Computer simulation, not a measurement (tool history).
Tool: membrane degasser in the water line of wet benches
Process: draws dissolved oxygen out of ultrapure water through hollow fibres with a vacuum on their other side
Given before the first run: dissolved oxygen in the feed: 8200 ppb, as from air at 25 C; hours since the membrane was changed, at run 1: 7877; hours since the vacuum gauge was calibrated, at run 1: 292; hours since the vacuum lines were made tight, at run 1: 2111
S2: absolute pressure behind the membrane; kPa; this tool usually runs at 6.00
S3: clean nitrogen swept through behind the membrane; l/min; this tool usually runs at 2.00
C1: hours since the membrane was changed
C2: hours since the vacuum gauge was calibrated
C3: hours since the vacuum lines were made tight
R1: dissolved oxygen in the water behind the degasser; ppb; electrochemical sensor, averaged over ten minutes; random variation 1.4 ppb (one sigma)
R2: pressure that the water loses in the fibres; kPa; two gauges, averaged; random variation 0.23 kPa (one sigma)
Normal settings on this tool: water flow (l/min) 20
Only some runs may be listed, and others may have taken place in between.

run 1 hour=0.0 | water_flow_(l/min)=20 S2=6.00 S3=2.00 | C1=7877 C2=292 C3=2111 | R1=167.6 R2=62.86
run 2 hour=287.6 | water_flow_(l/min)=20 S2=6.00 S3=2.00 | C1=8164 C2=579 C3=2399 | R1=169.6 R2=62.57
run 3 hour=503.2 | water_flow_(l/min)=20 S2=6.00 S3=2.00 | C1=8380 C2=795 C3=2615 | R1=171.1 R2=62.94
run 4 hour=750.4 | water_flow_(l/min)=19 S2=6.00 S3=2.00 | C1=8627 C2=1042 C3=2862 | R1=151.6 R2=60.08
run 5 hour=980.9 | water_flow_(l/min)=19 S2=6.00 S3=2.00 | C1=8858 C2=1273 C3=3092 | R1=150.3 R2=59.68
-- hour=1205.3 membrane cartridge changed
run 6 hour=1227.6 | water_flow_(l/min)=19 S2=6.00 S3=2.00 | C1=22 C2=1515 C3=3335 | R1=122.2 R2=55.32
run 7 hour=1444.5 | water_flow_(l/min)=19 S2=6.00 S3=2.00 | C1=239 C2=1732 C3=3552 | R1=124.9 R2=55.65
run 8 hour=1775.3 | water_flow_(l/min)=19 S2=6.00 S3=2.00 | C1=570 C2=2063 C3=3883 | R1=128.4 R2=55.65
run 9 hour=1991.3 | water_flow_(l/min)=20 S2=6.00 S3=2.00 | C1=786 C2=2279 C3=4099 | R1=144.0 R2=58.08
run 10 hour=2260.5 | water_flow_(l/min)=20 S2=6.00 S3=2.00 | C1=1055 C2=2548 C3=4368 | R1=145.8 R2=58.65
run 11 hour=2417.7 | water_flow_(l/min)=20 S2=6.00 S3=2.00 | C1=1212 C2=2705 C3=4525 | R1=148.4 R2=58.99
-- hour=2683.8 seals of the vacuum lines changed
run 12 hour=2716.5 | water_flow_(l/min)=20 S2=6.00 S3=2.00 | C1=1509 C2=3002 C3=33 | R1=146.0 R2=58.77
-- hour=2731.0 vacuum gauge calibrated
run 13 hour=2952.9 | water_flow_(l/min)=20 S2=6.00 S3=2.00 | C1=1745 C2=222 C3=269 | R1=155.3 R2=58.82
run 14 hour=3220.3 | water_flow_(l/min)=20 S2=6.00 S3=2.78 | C1=2012 C2=489 C3=536 | R1=133.9 R2=59.21
run 15 hour=3420.0 | water_flow_(l/min)=20 S2=6.00 S3=2.78 | C1=2212 C2=689 C3=736 | R1=136.8 R2=59.40
run 16 hour=3716.5 | water_flow_(l/min)=13 S2=6.00 S3=2.00 | C1=2509 C2=986 C3=1032 | R1=61.4 R2=38.74
run 17 hour=4017.4 | water_flow_(l/min)=13 S2=6.00 S3=2.00 | C1=2810 C2=1286 C3=1333 | R1=62.1 R2=38.93
-- hour=4098.8 vacuum gauge calibrated, once more
run 18 hour=4267.5 | water_flow_(l/min)=16 S2=6.00 S3=2.00 | C1=3059 C2=169 C3=1583 | R1=89.5 R2=47.79
run 19 hour=4499.5 | water_flow_(l/min)=13 S2=3.81 S3=2.00 | C1=3291 C2=401 C3=1815 | R1=22.1 R2=38.65
run 20 hour=4786.5 | water_flow_(l/min)=16 S2=4.38 S3=4.01 | C1=3578 C2=688 C3=2102 | R1=46.4 R2=48.15
run 21 hour=5100.8 | water_flow_(l/min)=16 S2=4.38 S3=4.01 | C1=3892 C2=1002 C3=2416 | R1=47.9 R2=48.64
run 22 hour=5409.9 | water_flow_(l/min)=22 S2=12.23 S3=3.24 | C1=4202 C2=1311 C3=2725 | R1=266.7 R2=66.60
run 23 hour=5737.5 | water_flow_(l/min)=20 S2=13.83 S3=3.88 | C1=4529 C2=1639 C3=3053 | R1=221.8 R2=60.94
run 24 hour=5912.4 | water_flow_(l/min)=20 S2=13.83 S3=3.88 | C1=4704 C2=1814 C3=3228 | R1=219.5 R2=60.63

What does the tool deliver on the next run?
run 25 hour=6196.0 | water_flow_(l/min)=30 S2=11.28 S3=2.13 | C1=4988 C2=2097 C3=3511 | R1=? R2=?

Run 25 came out at R1 566.9 ppb, R2 91.55 kPa.
With no hidden state in the tool, this same run would have given R1 515.1 ppb, R2 87.36 kPa.

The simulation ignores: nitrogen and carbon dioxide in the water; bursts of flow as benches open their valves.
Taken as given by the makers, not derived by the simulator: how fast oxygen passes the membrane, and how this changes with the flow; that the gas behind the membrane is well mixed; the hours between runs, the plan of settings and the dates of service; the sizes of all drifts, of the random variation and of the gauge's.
